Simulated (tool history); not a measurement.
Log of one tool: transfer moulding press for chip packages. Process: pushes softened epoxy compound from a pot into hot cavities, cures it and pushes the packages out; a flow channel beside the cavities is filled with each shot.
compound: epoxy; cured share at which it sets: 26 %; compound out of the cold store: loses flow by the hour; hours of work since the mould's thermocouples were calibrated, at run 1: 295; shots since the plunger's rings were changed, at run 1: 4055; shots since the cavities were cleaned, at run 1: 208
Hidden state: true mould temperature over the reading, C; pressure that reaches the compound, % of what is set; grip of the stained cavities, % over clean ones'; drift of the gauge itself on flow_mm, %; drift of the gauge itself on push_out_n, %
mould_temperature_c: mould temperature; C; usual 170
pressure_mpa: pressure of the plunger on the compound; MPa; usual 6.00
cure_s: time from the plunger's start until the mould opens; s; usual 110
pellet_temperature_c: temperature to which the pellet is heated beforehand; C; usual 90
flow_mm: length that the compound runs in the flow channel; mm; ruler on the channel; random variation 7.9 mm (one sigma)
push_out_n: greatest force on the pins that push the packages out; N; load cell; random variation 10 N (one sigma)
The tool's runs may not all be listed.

run   hour  mould_temperature_c  pressure_mpa  cure_s  pellet_temperature_c  hours of work since the mould's thermocouples were calibrated  shots since the plunger's rings were changed  shots since the cavities were cleaned  incoming compound's hours out of the cold store  flow_mm  push_out_n
  1    0.0                  170          6.00     110                    90                                                            295                                          4055                                    208                                             25.7      951         464
  2   22.2                  170          6.00     110                    90                                                            306                                          4218                                    371                                             10.1     1108         489
  3   54.3                  170          6.00     110                    90                                                            321                                          4454                                    607                                             45.6      829         469
  4   83.3                  170          6.00     110                    90                                                            335                                          4667                                    820                                             15.7     1061         483
  5   99.2                  170          6.00     110                    90                                                            342                                          4784                                    937                                             13.0     1068         486
     105.5  -- cavities cleaned with cleaning compound and waxed
  6  116.2                  173          6.00     110                    90                                                            350                                          4897                                     78                                             10.1     1078         447
  7  148.1                  170          6.00     110                    90                                                            365                                          5132                                    313                                             20.6     1011         460
  8  168.9                  170          6.00     110                    90                                                            375                                          5285                                    466                                             12.2     1083         467
  9  202.9                  170          6.00     110                    90                                                            391                                          5535                                    716                                             10.0     1106         469
 10  234.7                  170          6.00     106                    99                                                            406                                          5769                                    950                                             32.7      926         468
     239.0  -- cavities cleaned with cleaning compound and waxed
 11  258.4                  177          5.63     110                    90                                                            417                                          5932                                    143                                              9.3     1052         424
 12  288.9                  177          5.63     146                   100                                                            432                                          6156                                    367                                              8.2     1061         428
 13  323.3                  170          6.82     105                    90                                                            448                                          6408                                    619                                             47.9      868         480
 14  356.0                  166          5.99     103                    85                                                            464                                          6649                                    860                                             23.6      990         608
     363.2  -- plunger's sealing rings changed
     375.3  -- cavities cleaned with cleaning compound and waxed
 15  392.5                  170          6.00     110                    87                                                            479                                           204                                    127                                             39.6      872         447
 16  421.3                  170          6.00     110                    87                                                            493                                           416                                    339                                             33.8      907         476
 17  452.7                  170          5.04     110                    90                                                            508                                           646                                    569                                             20.8      928         460
 18  482.7                  175          6.00     110                    90                                                            522                                           867                                    790                                             38.2      864         417

Forecast each of these 3 alternatives for the next run:
     509.2  -- cavities cleaned with cleaning compound and waxed
  A  513.2                  170          6.00     109                    90                                                            536                                          1080                                     30                                             42.4        ?           ?
     509.2  -- cavities cleaned with cleaning compound and waxed
  B  513.2                  170          6.00     110                    89                                                            536                                          1080                                     30                                             43.7        ?           ?
     509.2  -- cavities cleaned with cleaning compound and waxed
  C  513.2                  175          6.00     134                    90                                                            536                                          1080                                     30                                             27.0        ?           ?

run  flow_mm  push_out_n
  A      853         451
  B      842         453
  C      961         397
Without the tool's hidden state the same runs would have given:
run  flow_mm  push_out_n
  A      853         451
  B      842         452
  C      962         397
